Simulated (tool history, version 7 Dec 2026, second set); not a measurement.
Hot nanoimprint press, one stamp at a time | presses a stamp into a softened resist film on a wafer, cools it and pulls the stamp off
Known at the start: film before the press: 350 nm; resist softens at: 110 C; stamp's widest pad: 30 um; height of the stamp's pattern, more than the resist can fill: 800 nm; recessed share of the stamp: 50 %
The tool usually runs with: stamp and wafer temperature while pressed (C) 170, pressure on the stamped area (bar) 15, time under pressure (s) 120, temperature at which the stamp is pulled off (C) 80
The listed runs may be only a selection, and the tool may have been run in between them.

| run | hour | stamp and wafer temperature while pressed (C) | pressure on the stamped area (bar) | time under pressure (s) | temperature at which the stamp is pulled off (C) | resist left under the stamp's widest pad (Å) | greatest force while the stamp is pulled off (N) |
|---|---|---|---|---|---|---|---|
| 1 | 0 | 170 | 15 | 120 | 80 | 1330 | 182 |
| 2 | 7.4 | 170 | 15 | 120 | 80 | 1317 | 176 |
| 3 | 18.7 | 170 | 15 | 120 | 80 | 1322 | 179 |
| 4 | 26.3 | 161 | 15 | 120 | 80 | 2005 | 186 |
| 5 | 38.3 | 161 | 15 | 222 | 80 | 1620 | 183 |
| 6 | 48.4 | 161 | 15 | 222 | 80 | 1623 | 187 |
| 7 | 58.7 | 161 | 15 | 222 | 80 | 1617 | 181 |
| 8 | 67.3 | 161 | 11.5 | 222 | 80 | 1793 | 184 |
| 9 | 77.8 | 161 | 11.5 | 222 | 80 | 1797 | 181 |
| 10 | 86.9 | 161 | 11.5 | 222 | 80 | 1799 | 185 |
| 11 | 93 | 161 | 11.5 | 222 | 80 | 1795 | 179 |
| 12 | 103.2 | 161 | 11.5 | 222 | 80 | 1805 | 182 |
| 13 | 116.3 | 170 | 15 | 120 | 80 | 1316 | 181 |
| 14 | 129.3 | 170 | 15 | 120 | 80 | 1314 | 186 |
| 15 | 139.2 | 170 | 15 | 120 | 80 | 1326 | 183 |
| 16 | 152.3 | 170 | 15 | 120 | 80 | 1313 | 184 |
| 17 | 165 | 161 | 15 | 63 | 80 | 2446 | 183 |
| 18 | 172.3 | 170 | 15 | 240 | 67 | 984 | 235 |
| 19 | 184.3 | 170 | 10.9 | 120 | 80 | 1515 | 188 |
| 20 | 189.9 | 170 | 10.9 | 120 | 80 | 1520 | 186 |
| 21 | 198.8 | 170 | 10.9 | 120 | 80 | 1514 | 174 |
| 22 | 209.1 | 175 | 15.5 | 94 | 86 | 1132 | 149 |
| 23 | 221.7 | 175 | 15.5 | 94 | 86 | 1150 | 144 |
| 24 | 231.4 | 170 | 18.8 | 79 | 69 | 1426 | 248 |
| 25 | 242.7 | 170 | 18.8 | 79 | 69 | 1447 | 248 |
| 26 | 252.1 | 173 | 18.8 | 79 | 68 | 1243 | 247 |
| 27 | 259.6 | 172 | 10 | 79 | 68 | 1701 | 255 |
| 28 | 270.9 | 172 | 14.6 | 79 | 65 | 1454 | 258 |
| 29 | 284.1 | 170 | 23 | 135 | 80 | 1036 | 178 |
| 30 | 290.8 | 170 | 23 | 135 | 80 | 1041 | 184 |
| 31 | 303.2 | 176 | 23 | 161 | 80 | 697 | 181 |

Forecast each of these 3 alternatives for the next run:
| A | 309.4 | 174 | 9.1 | 120 | 80 | ? | ? |
| B | 309.4 | 176 | 9.7 | 161 | 80 | ? | ? |
| C | 309.4 | 164 | 17 | 161 | 75 | ? | ? |

| run | resist left under the stamp's widest pad (Å) | greatest force while the stamp is pulled off (N) |
|---|---|---|
| A | 1367 | 176 |
| B | 1067 | 173 |
| C | 1484 | 211 |
Had the tool no hidden state, the same runs would have come out as:
| run | resist left under the stamp's widest pad (Å) | greatest force while the stamp is pulled off (N) |
|---|---|---|
| A | 1365 | 175 |
| B | 1065 | 172 |
| C | 1481 | 210 |
